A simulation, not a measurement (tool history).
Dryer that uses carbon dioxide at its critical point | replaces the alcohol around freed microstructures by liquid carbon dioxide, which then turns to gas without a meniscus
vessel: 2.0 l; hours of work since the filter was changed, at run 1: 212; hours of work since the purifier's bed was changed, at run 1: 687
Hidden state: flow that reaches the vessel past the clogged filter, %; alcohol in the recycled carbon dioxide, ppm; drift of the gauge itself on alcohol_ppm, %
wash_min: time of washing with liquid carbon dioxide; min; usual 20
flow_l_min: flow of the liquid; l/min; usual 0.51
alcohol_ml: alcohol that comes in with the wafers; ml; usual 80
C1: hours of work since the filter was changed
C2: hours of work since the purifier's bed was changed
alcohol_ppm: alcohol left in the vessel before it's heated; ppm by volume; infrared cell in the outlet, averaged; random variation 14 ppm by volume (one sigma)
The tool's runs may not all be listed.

Run 1, hour 0: usual settings; C1 212; C2 687. Result: alcohol_ppm 1417 ppm by volume.
At hour 10.5: purifier's bed changed.
Run 2, hour 36.9: usual settings; C1 227; C2 11. Result: alcohol_ppm 1261 ppm by volume.
Run 3, hour 78.1: usual settings; C1 244; C2 29. Result: alcohol_ppm 1312 ppm by volume.
Run 4, hour 95.7: usual settings; C1 252; C2 36. Result: alcohol_ppm 1326 ppm by volume.
Run 5, hour 135: usual settings but wash_min 28 min; C1 268; C2 53. Result: alcohol_ppm 343 ppm by volume.
Run 6, hour 173.6: usual settings but wash_min 28 min; C1 285; C2 69. Result: alcohol_ppm 378 ppm by volume.
At hour 179.8: inlet filter changed.
Run 7, hour 208.8: usual settings but wash_min 28 min; C1 12; C2 84. Result: alcohol_ppm 225 ppm by volume.
Run 8, hour 232.4: usual settings but wash_min 28 min; C1 22; C2 94. Result: alcohol_ppm 247 ppm by volume.
Run 9, hour 255.7: usual settings but wash_min 28 min, flow_l_min 0.849 l/min; C1 32; C2 104. Result: alcohol_ppm 46 ppm by volume.
Run 10, hour 278.1: usual settings; C1 42; C2 113. Result: alcohol_ppm 1005 ppm by volume.
Run 11, hour 317.2: usual settings; C1 58; C2 130. Result: alcohol_ppm 1017 ppm by volume.
Run 12, hour 344: usual settings; C1 70; C2 141. Result: alcohol_ppm 1072 ppm by volume.
Run 13, hour 374.4: usual settings; C1 83; C2 154. Result: alcohol_ppm 1059 ppm by volume.
Run 14, hour 406.8: usual settings but flow_l_min 0.802 l/min; C1 96; C2 168. Result: alcohol_ppm 196 ppm by volume.
Run 15, hour 432.2: usual settings but flow_l_min 0.802 l/min; C1 107; C2 179. Result: alcohol_ppm 201 ppm by volume.
Run 16, hour 461.9: usual settings but flow_l_min 0.802 l/min; C1 120; C2 191. Result: alcohol_ppm 219 ppm by volume.
Run 17, hour 499.9: usual settings but wash_min 15 min; C1 136; C2 207. Result: alcohol_ppm 2687 ppm by volume.
Run 18, hour 537.8: usual settings but alcohol_ml 27 ml; C1 152; C2 223. Result: alcohol_ppm 455 ppm by volume.
Run 19, hour 573.3: usual settings but alcohol_ml 27 ml; C1 167; C2 239. Result: alcohol_ppm 445 ppm by volume.
Run 20, hour 592.6: usual settings but alcohol_ml 27 ml; C1 175; C2 247. Result: alcohol_ppm 475 ppm by volume.
Run 21, hour 621.9: usual settings but alcohol_ml 27 ml; C1 188; C2 259. Result: alcohol_ppm 480 ppm by volume.
Run 22, hour 658.7: usual settings but alcohol_ml 27 ml; C1 203; C2 275. Result: alcohol_ppm 492 ppm by volume.
Run 23, hour 688.5: usual settings but wash_min 27 min, alcohol_ml 27 ml; C1 216; C2 287. Result: alcohol_ppm 207 ppm by volume.
Run 24, hour 717.6: usual settings but wash_min 27 min, alcohol_ml 27 ml; C1 228; C2 300. Result: alcohol_ppm 208 ppm by volume.
Run 25, hour 757.7: usual settings but wash_min 27 min, alcohol_ml 65 ml; C1 245; C2 317. Result: alcohol_ppm 425 ppm by volume.
Run 26, hour 780.7: usual settings but wash_min 27 min, alcohol_ml 65 ml; C1 255; C2 327. Result: alcohol_ppm 419 ppm by volume.
Run 27, hour 815.9: usual settings but flow_l_min 0.701 l/min, alcohol_ml 26 ml; C1 270; C2 342. Result: alcohol_ppm 237 ppm by volume.
Run 28, hour 840.1: usual settings but wash_min 27 min, flow_l_min 0.428 l/min, alcohol_ml 22 ml; C1 280; C2 352. Result: alcohol_ppm 335 ppm by volume.
At hour 853.5: inlet filter changed.
Run 29, hour 868.5: usual settings but wash_min 14 min, flow_l_min 0.314 l/min, alcohol_ml 30 ml; C1 6; C2 363. Result: alcohol_ppm 2905 ppm by volume.
Run 30, hour 902.6: usual settings but wash_min 12 min, flow_l_min 0.326 l/min, alcohol_ml 114 ml; C1 21; C2 378. Result: alcohol_ppm 13228 ppm by volume.
Run 31, hour 919.7: usual settings but flow_l_min 0.703 l/min, alcohol_ml 26 ml; C1 28; C2 385. Result: alcohol_ppm 200 ppm by volume.
Run 32, hour 937.5: usual settings but wash_min 17 min, flow_l_min 0.319 l/min, alcohol_ml 31 ml; C1 36; C2 393. Result: alcohol_ppm 2168 ppm by volume.
Run 33, hour 969.5: usual settings but wash_min 17 min, flow_l_min 0.704 l/min, alcohol_ml 51 ml; C1 49; C2 406. Result: alcohol_ppm 491 ppm by volume.
Run 34, hour 1007.3: usual settings but alcohol_ml 53 ml; C1 65; C2 422. Result: alcohol_ppm 800 ppm by volume.
Run 35, hour 1037.7: usual settings but wash_min 21 min, flow_l_min 0.338 l/min, alcohol_ml 78 ml; C1 78; C2 435. Result: alcohol_ppm 2989 ppm by volume.
Run 36, hour 1068.1: usual settings but wash_min 21 min, flow_l_min 0.338 l/min, alcohol_ml 78 ml; C1 91; C2 448. Result: alcohol_ppm 3026 ppm by volume.
Run 37, hour 1106.4: usual settings but wash_min 21 min, flow_l_min 0.338 l/min, alcohol_ml 78 ml; C1 107; C2 464. Result: alcohol_ppm 3076 ppm by volume.
Run 38, hour 1123.5: usual settings but flow_l_min 0.53 l/min; C1 115; C2 472. Result: alcohol_ppm 1081 ppm by volume.
Run 39, hour 1143.3: usual settings but flow_l_min 0.53 l/min; C1 123; C2 480. Result: alcohol_ppm 1093 ppm by volume.
Run 40, hour 1162.1: usual settings but flow_l_min 0.53 l/min; C1 131; C2 488. Result: alcohol_ppm 1142 ppm by volume.
Run 41, hour 1203.9: usual settings but wash_min 16 min, flow_l_min 0.53 l/min; C1 149; C2 506. Result: alcohol_ppm 2253 ppm by volume.
Run 42, hour 1244.5: usual settings but wash_min 16 min, flow_l_min 0.53 l/min; C1 166; C2 523. Result: alcohol_ppm 2311 ppm by volume.
Run 43, hour 1264.3: usual settings but flow_l_min 0.486 l/min; C1 174; C2 532. Result: alcohol_ppm 1543 ppm by volume.
Run 44, hour 1301.4: usual settings but flow_l_min 0.486 l/min; C1 190; C2 547. Result: alcohol_ppm 1548 ppm by volume.
Run 45, hour 1321.6: usual settings but wash_min 24 min, alcohol_ml 52 ml; C1 199; C2 556. Result: alcohol_ppm 558 ppm by volume.
Run 46, hour 1351.3: usual settings but wash_min 32 min, flow_l_min 0.663 l/min, alcohol_ml 52 ml; C1 211; C2 568. Result: alcohol_ppm 197 ppm by volume.
Run 47, hour 1371.4: usual settings but wash_min 32 min, flow_l_min 0.663 l/min, alcohol_ml 52 ml; C1 220; C2 577. Result: alcohol_ppm 202 ppm by volume.

Forecast each of these 3 alternatives for the next run:
Run A, hour 1389.3: usual settings but wash_min 27 min, flow_l_min 0.663 l/min, alcohol_ml 52 ml; C1 227; C2 585. Result: alcohol_ppm ?.
Run B, hour 1389.3: usual settings but wash_min 32 min, flow_l_min 0.663 l/min, alcohol_ml 89 ml; C1 227; C2 585. Result: alcohol_ppm ?.
Run C, hour 1389.3: usual settings but wash_min 27 min, flow_l_min 0.479 l/min, alcohol_ml 77 ml; C1 227; C2 585. Result: alcohol_ppm ?.

run  alcohol_ppm
  A          251
  B          215
  C          651
Without the tool's hidden state the same runs would have given:
run  alcohol_ppm
  A           46
  B           23
  C          314

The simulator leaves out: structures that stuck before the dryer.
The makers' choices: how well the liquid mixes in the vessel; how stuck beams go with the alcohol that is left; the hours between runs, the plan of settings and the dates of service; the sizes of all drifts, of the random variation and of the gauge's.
